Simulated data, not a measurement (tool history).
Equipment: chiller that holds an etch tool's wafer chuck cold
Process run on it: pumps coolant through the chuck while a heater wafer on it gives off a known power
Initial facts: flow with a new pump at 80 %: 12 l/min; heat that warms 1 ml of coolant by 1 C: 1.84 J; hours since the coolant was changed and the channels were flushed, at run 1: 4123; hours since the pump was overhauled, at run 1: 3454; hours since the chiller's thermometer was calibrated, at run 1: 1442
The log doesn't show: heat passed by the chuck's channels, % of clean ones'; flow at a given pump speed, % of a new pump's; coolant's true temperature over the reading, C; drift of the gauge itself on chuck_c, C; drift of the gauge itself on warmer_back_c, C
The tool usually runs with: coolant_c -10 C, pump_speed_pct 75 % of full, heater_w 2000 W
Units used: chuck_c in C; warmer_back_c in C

run	hour	coolant_c	pump_speed_pct	heater_w	hours since the coolant was changed and the channels were flushed	hours since the pump was overhauled	hours since the chiller's thermometer was calibrated	chuck_c	warmer_back_c
1	0.0	-10	75	2000	4123	3454	1442	2.6	5.77
2	82.4	-10	75	2000	4205	3536	1525	2.5	5.80
3	259.8	-10	75	2000	4382	3713	1702	2.6	5.80
4	417.3	-10	75	2000	4540	3871	1860	2.7	5.82
5	500.6	-10	75	2000	4623	3954	1943	2.8	5.86
6	674.5	-10	75	2000	4797	4128	2117	2.9	5.77
7	802.0	-10	83	2000	4924	4256	2244	1.8	5.27
8	970.5	-10	60	1583	5093	4424	2413	1.6	5.78
9	1097.3	-10	60	1583	5220	4551	2540	1.6	5.67
10	1185.5	-10	60	1583	5308	4639	2628	1.7	5.68
# hour 1216.7: chiller's thermometer calibrated
11	1368.2	-12	81	2000	5490	4821	152	0.2	5.40
# hour 1463.1: coolant changed, channels flushed
12	1495.2	-8	75	2000	32	4942	273	4.6	5.81
13	1568.4	-8	75	2000	105	5015	346	4.8	5.80
14	1723.2	-8	75	2000	260	5170	501	4.6	5.79

Predict each of these 5 candidate next runs independently; none follows another, all start after run 14:
A	1868.3	-8	75	1132	405	5315	646	?	?
B	1868.3	-17	75	2000	405	5315	646	?	?
C	1868.3	-18	90	2331	405	5315	646	?	?
D	1868.3	-8	83	1906	405	5315	646	?	?
E	1868.3	-8	92	2000	405	5315	646	?	?

run	chuck_c	warmer_back_c
A	-0.6	3.33
B	-4.1	5.81
C	-4.9	5.62
D	3.6	5.05
E	3.2	4.78
Take away the tool's hidden state, keep each run's random variation, and the runs would have read:
run	chuck_c	warmer_back_c
A	-0.7	3.32
B	-4.2	5.80
C	-4.9	5.61
D	3.6	5.04
E	3.2	4.77
